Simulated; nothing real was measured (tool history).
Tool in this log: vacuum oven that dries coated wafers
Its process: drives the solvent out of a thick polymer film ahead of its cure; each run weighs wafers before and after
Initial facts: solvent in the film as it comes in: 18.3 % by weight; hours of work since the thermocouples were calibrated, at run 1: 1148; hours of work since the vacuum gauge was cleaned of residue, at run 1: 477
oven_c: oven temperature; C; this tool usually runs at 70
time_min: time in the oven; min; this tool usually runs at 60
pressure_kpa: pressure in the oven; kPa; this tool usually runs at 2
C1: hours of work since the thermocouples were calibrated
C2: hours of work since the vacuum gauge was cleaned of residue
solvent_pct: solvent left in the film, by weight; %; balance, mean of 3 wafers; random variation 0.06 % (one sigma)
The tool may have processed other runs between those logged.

{"run": 1, "hour": 0.0, "oven_c": 70, "time_min": 60, "pressure_kpa": 2, "C1": 1148, "C2": 477, "solvent_pct": 2.58}
{"run": 2, "hour": 66.2, "oven_c": 70, "time_min": 60, "pressure_kpa": 2, "C1": 1200, "C2": 529, "solvent_pct": 2.56}
{"run": 3, "hour": 105.3, "oven_c": 70, "time_min": 60, "pressure_kpa": 2, "C1": 1231, "C2": 560, "solvent_pct": 2.58}
{"hour": 154.9, "done": "oven's thermocouples calibrated"}
{"run": 4, "hour": 177.0, "oven_c": 70, "time_min": 60, "pressure_kpa": 2, "C1": 17, "C2": 615, "solvent_pct": 3.28}
{"run": 5, "hour": 219.4, "oven_c": 80, "time_min": 60, "pressure_kpa": 2, "C1": 51, "C2": 648, "solvent_pct": 1.05}
{"run": 6, "hour": 270.7, "oven_c": 80, "time_min": 60, "pressure_kpa": 2, "C1": 91, "C2": 688, "solvent_pct": 1.09}
{"run": 7, "hour": 315.0, "oven_c": 70, "time_min": 60, "pressure_kpa": 3.05, "C1": 126, "C2": 723, "solvent_pct": 3.79}
{"run": 8, "hour": 387.4, "oven_c": 70, "time_min": 60, "pressure_kpa": 3.05, "C1": 183, "C2": 780, "solvent_pct": 3.69}
{"run": 9, "hour": 429.2, "oven_c": 70, "time_min": 60, "pressure_kpa": 3.05, "C1": 215, "C2": 813, "solvent_pct": 3.53}
{"run": 10, "hour": 503.3, "oven_c": 72, "time_min": 60, "pressure_kpa": 3.05, "C1": 274, "C2": 871, "solvent_pct": 3.05}
{"run": 11, "hour": 552.4, "oven_c": 70, "time_min": 60, "pressure_kpa": 1.08, "C1": 312, "C2": 909, "solvent_pct": 2.68}
{"run": 12, "hour": 626.0, "oven_c": 70, "time_min": 60, "pressure_kpa": 1.08, "C1": 370, "C2": 967, "solvent_pct": 2.66}
{"run": 13, "hour": 683.1, "oven_c": 70, "time_min": 60, "pressure_kpa": 1.08, "C1": 415, "C2": 1012, "solvent_pct": 2.62}
{"run": 14, "hour": 755.8, "oven_c": 70, "time_min": 60, "pressure_kpa": 1.08, "C1": 472, "C2": 1069, "solvent_pct": 2.55}
{"run": 15, "hour": 821.7, "oven_c": 70, "time_min": 60, "pressure_kpa": 1.08, "C1": 524, "C2": 1121, "solvent_pct": 2.53}
{"run": 16, "hour": 893.1, "oven_c": 70, "time_min": 60, "pressure_kpa": 1.08, "C1": 580, "C2": 1177, "solvent_pct": 2.45}
{"run": 17, "hour": 931.5, "oven_c": 70, "time_min": 60, "pressure_kpa": 1.85, "C1": 610, "C2": 1207, "solvent_pct": 2.96}
{"run": 18, "hour": 994.9, "oven_c": 70, "time_min": 60, "pressure_kpa": 1.85, "C1": 659, "C2": 1257, "solvent_pct": 2.87}
{"run": 19, "hour": 1045.7, "oven_c": 56, "time_min": 60, "pressure_kpa": 7.69, "C1": 699, "C2": 1297, "solvent_pct": 12.36}
{"run": 20, "hour": 1085.6, "oven_c": 68, "time_min": 60, "pressure_kpa": 1.08, "C1": 731, "C2": 1328, "solvent_pct": 3.19}
{"run": 21, "hour": 1159.8, "oven_c": 68, "time_min": 60, "pressure_kpa": 1.08, "C1": 789, "C2": 1386, "solvent_pct": 3.2}
{"run": 22, "hour": 1223.2, "oven_c": 68, "time_min": 60, "pressure_kpa": 1.08, "C1": 839, "C2": 1436, "solvent_pct": 3.06}
{"run": 23, "hour": 1296.6, "oven_c": 67, "time_min": 79, "pressure_kpa": 4.36, "C1": 896, "C2": 1494, "solvent_pct": 4.26}
{"run": 24, "hour": 1370.9, "oven_c": 67, "time_min": 79, "pressure_kpa": 4.36, "C1": 955, "C2": 1552, "solvent_pct": 4.22}
{"run": 25, "hour": 1415.4, "oven_c": 67, "time_min": 41, "pressure_kpa": 3.71, "C1": 990, "C2": 1587, "solvent_pct": 6.54}
{"hour": 1423.6, "done": "vacuum gauge cleaned of residue and calibrated"}
{"run": 26, "hour": 1494.3, "oven_c": 67, "time_min": 41, "pressure_kpa": 1.46, "C1": 1050, "C2": 56, "solvent_pct": 4.9}
{"run": 27, "hour": 1535.9, "oven_c": 70, "time_min": 60, "pressure_kpa": 2, "C1": 1083, "C2": 88, "solvent_pct": 2.38}
{"run": 28, "hour": 1574.6, "oven_c": 84, "time_min": 60, "pressure_kpa": 2.22, "C1": 1113, "C2": 119, "solvent_pct": 0.71}
{"run": 29, "hour": 1615.9, "oven_c": 57, "time_min": 60, "pressure_kpa": 2, "C1": 1146, "C2": 151, "solvent_pct": 7.68}
{"run": 30, "hour": 1669.7, "oven_c": 78, "time_min": 36, "pressure_kpa": 2, "C1": 1188, "C2": 193, "solvent_pct": 1.82}
{"run": 31, "hour": 1735.4, "oven_c": 78, "time_min": 36, "pressure_kpa": 2, "C1": 1240, "C2": 245, "solvent_pct": 1.82}
{"hour": 1771.3, "done": "oven's thermocouples calibrated"}
{"run": 32, "hour": 1771.3, "oven_c": 70, "time_min": 60, "pressure_kpa": 3.96, "C1": 0, "C2": 271, "solvent_pct": 4.2}
{"run": 33, "hour": 1835.1, "oven_c": 70, "time_min": 72, "pressure_kpa": 4.08, "C1": 50, "C2": 321, "solvent_pct": 3.73}
{"run": 34, "hour": 1893.9, "oven_c": 70, "time_min": 72, "pressure_kpa": 4.08, "C1": 96, "C2": 368, "solvent_pct": 3.68}
{"run": 35, "hour": 1944.9, "oven_c": 70, "time_min": 56, "pressure_kpa": 1.96, "C1": 136, "C2": 408, "solvent_pct": 3.51}

For each run, the measured value with the value that run would have given without the tool's hidden condition subtracted. The run-to-run variation is shared by both, the gauge scatter possibly not:
Unlogged tool condition in this case: true wafer temperature over the reading, C; true pressure over the reading, kPa; drift of the gauge itself on solvent_pct, %.
run=1 solvent_pct=-0.63
run=2 solvent_pct=-0.66
run=3 solvent_pct=-0.68
run=4 solvent_pct=+0.03
run=5 solvent_pct=+0.08
run=6 solvent_pct=+0.07
run=7 solvent_pct=-0.04
run=8 solvent_pct=-0.07
run=9 solvent_pct=-0.09
run=10 solvent_pct=-0.08
run=11 solvent_pct=-0.11
run=12 solvent_pct=-0.15
run=13 solvent_pct=-0.16
run=14 solvent_pct=-0.19
run=15 solvent_pct=-0.21
run=16 solvent_pct=-0.23
run=17 solvent_pct=-0.27
run=18 solvent_pct=-0.29
run=19 solvent_pct=-0.45
run=20 solvent_pct=-0.38
run=21 solvent_pct=-0.41
run=22 solvent_pct=-0.45
run=23 solvent_pct=-0.41
run=24 solvent_pct=-0.45
run=25 solvent_pct=-0.79
run=26 solvent_pct=-1.17
run=27 solvent_pct=-0.86
run=28 solvent_pct=-0.09
run=29 solvent_pct=-1.23
run=30 solvent_pct=-0.75
run=31 solvent_pct=-0.75
run=32 solvent_pct=-0.01
run=33 solvent_pct=-0.02
run=34 solvent_pct=-0.03
run=35 solvent_pct=-0.08
